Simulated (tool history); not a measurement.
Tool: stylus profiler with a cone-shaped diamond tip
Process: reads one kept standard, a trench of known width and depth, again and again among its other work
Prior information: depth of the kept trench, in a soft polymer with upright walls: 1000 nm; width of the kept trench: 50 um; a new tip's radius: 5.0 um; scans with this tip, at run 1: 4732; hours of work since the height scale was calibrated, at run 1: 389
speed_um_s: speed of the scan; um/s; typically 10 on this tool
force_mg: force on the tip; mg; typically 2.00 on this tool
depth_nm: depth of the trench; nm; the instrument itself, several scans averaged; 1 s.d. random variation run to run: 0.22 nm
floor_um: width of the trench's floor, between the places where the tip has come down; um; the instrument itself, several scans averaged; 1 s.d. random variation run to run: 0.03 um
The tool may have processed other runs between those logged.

run    hour  speed_um_s  force_mg  scans with this tip  hours of work since the height scale was calibrated  depth_nm  floor_um
  1     0.0          10      2.00                 4732                                                  389   1005.15     42.42
  2    42.7           3      2.00                 4951                                                  407   1004.88     42.40
  3   121.1           3      2.00                 5351                                                  440   1004.80     42.27
  4   180.1           3      2.00                 5654                                                  465   1004.60     42.11
  5   244.6           3      4.44                 5983                                                  492   1008.46     42.06
  6   290.2           3      4.44                 6217                                                  511   1008.92     41.94
  7   328.8           3      4.44                 6414                                                  527   1008.74     41.95
  8   380.1           3      4.44                 6676                                                  549   1008.95     41.88
  9   445.7           3      4.44                 7012                                                  576   1009.01     41.78
 10   517.6           3      4.44                 7380                                                  607   1008.99     41.63
 11   559.0          10      1.73                 7591                                                  624   1003.97     41.53
 12   637.8           3      0.87                 7995                                                  657   1001.23     41.43
 13   691.8          21      0.87                 8271                                                  680   1001.63     41.21
 14   740.7           8      2.03                 8521                                                  700   1004.32     41.29
 15   799.3          27      4.17                 8820                                                  725   1007.51     41.11
 16   853.1          27      4.17                 9095                                                  748   1007.53     41.03
 17   932.4          27      4.17                 9501                                                  781   1007.72     40.93
 18   983.8          10      1.05                 9764                                                  803   1001.43     40.88
 19  1028.9           8      3.07                 9995                                                  822   1005.78     40.92
 20  1107.5          24      0.88                10397                                                  855   1000.82     40.58
 21  1175.1           4      0.78                10743                                                  883   1000.54     40.66
 22  1246.6           4      0.78                11108                                                  913   1000.51     40.64

What if the next run were any one of these 3? Each begins from the tool's condition after run 22:
  A  1283.3          13      3.33                11296                                                  929         ?         ?
  B  1283.3           7      2.49                11296                                                  929         ?         ?
  C  1283.3           3      4.34                11296                                                  929         ?         ?

run  depth_nm  floor_um
  A   1005.83     40.51
  B   1004.01     40.56
  C   1007.55     40.62
Without the tool's unlogged condition, the same runs would have read:
run  depth_nm  floor_um
  A   1008.53     43.93
  B   1006.70     43.98
  C   1010.25     44.04
